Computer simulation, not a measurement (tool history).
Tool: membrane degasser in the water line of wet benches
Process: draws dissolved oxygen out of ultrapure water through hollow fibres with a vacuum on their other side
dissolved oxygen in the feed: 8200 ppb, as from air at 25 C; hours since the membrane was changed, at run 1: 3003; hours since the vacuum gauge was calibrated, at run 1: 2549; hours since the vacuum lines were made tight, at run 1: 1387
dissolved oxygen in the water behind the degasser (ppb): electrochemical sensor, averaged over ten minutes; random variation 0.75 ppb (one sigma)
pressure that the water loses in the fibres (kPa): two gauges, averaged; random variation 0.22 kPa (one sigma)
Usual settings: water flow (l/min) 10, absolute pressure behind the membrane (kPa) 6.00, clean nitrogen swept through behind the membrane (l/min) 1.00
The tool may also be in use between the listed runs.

run,hour,water flow (l/min),absolute pressure behind the membrane (kPa),clean nitrogen swept through behind the membrane (l/min),hours since the membrane was changed,hours since the vacuum gauge was calibrated,hours since the vacuum lines were made tight,dissolved oxygen in the water behind the degasser (ppb),pressure that the water loses in the fibres (kPa)
1,0.0,10,6.00,1.00,3003,2549,1387,69.1,54.30
2,91.7,10,6.00,1.00,3095,2641,1479,68.6,54.07
3,172.8,10,6.00,1.00,3176,2722,1560,68.9,54.33
4,260.7,10,6.00,1.00,3264,2810,1648,70.2,54.52
5,358.6,10,6.00,1.00,3362,2908,1746,68.5,54.91
6,440.2,15,4.37,1.79,3443,2989,1827,40.1,81.77
7,548.3,15,4.37,1.79,3551,3097,1935,39.7,81.57
8,633.3,8,8.49,0.48,3636,3182,2020,198.9,43.79
9,697.5,6,6.80,2.92,3701,3247,2085,18.3,32.55
10,777.6,16,4.07,2.56,3781,3327,2165,34.2,87.75

Hidden state or all else? Some run-to-run changes of pressure that the water loses in the fibres (kPa), split into what the settings, what came in and random variation would give without the hidden state, and what is left for the hidden state (with any gauge scatter that isn't in both results):
The hidden state here: membrane still open, %; true pressure behind the membrane over the reading, kPa; air that leaks in behind the membrane, l/min; drift of the gauge itself on oxygen_ppb, %; drift of the gauge itself on loss_of_pressure_kpa, %.
Run 9 -> 10: water flow (l/min) 6 -> 16, absolute pressure behind the membrane (kPa) 6.80 -> 4.07, clean nitrogen swept through behind the membrane (l/min) 2.92 -> 2.56. pressure that the water loses in the fibres (kPa) +55.20: hidden state +0.46, all else +54.74.

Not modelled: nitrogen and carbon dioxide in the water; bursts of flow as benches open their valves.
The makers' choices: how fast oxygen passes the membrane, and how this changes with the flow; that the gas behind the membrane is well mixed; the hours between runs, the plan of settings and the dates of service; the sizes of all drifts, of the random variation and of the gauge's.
